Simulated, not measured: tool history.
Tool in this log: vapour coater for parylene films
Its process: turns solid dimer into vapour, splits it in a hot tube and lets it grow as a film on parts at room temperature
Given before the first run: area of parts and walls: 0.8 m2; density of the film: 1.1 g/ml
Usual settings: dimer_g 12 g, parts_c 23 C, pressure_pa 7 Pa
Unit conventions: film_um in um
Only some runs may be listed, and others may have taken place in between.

run,day,dimer_g,parts_c,pressure_pa,film_um
1,0,12,23,7,8.86
2,2.35,12,23,7,8.86
3,4.012,12,23,7,8.75
4,5.283,12,23,7,8.69
5,7.238,12,23,7,8.85
# day 8.404: trap's valve overhauled
6,9.85,12,23,7,9.43
7,11.854,12,23,7,9.39
8,13.042,12,23,7,9.3
9,14.475,12,23,7,9.19
10,15.696,12,23,7,9.17
11,18.454,13,22,7.7,10.16
12,19.7,7,30,8.89,4.14
13,20.996,7,27,8.89,4.48
# day 21.962: table's thermometer calibrated
14,22.242,20,26,4.05,14.54
15,23.954,8,16,9.33,7.58
16,25.921,6,16,2.27,6.31
17,27.158,7,35,2.38,3.87
18,28.462,7,35,2.38,3.9
19,29.892,12,23,2.89,9.84
# day 32.008: trap's valve overhauled
20,32.096,12,29,7,7.91

The logged runs with the hidden state left out (each run's random variation unchanged):
Hidden conditions of the tool in this case: vapour lost through the trap's worn valve, %; true temperature of the parts over the reading, C; drift of the gauge itself on film_um, %.
run,film_um
1,9.61
2,9.69
3,9.62
4,9.59
5,9.83
6,9.76
7,9.79
8,9.73
9,9.66
10,9.68
11,10.82
12,4.42
13,4.81
14,15.19
15,7.96
16,6.66
17,4.1
18,4.16
19,10.53
20,7.95

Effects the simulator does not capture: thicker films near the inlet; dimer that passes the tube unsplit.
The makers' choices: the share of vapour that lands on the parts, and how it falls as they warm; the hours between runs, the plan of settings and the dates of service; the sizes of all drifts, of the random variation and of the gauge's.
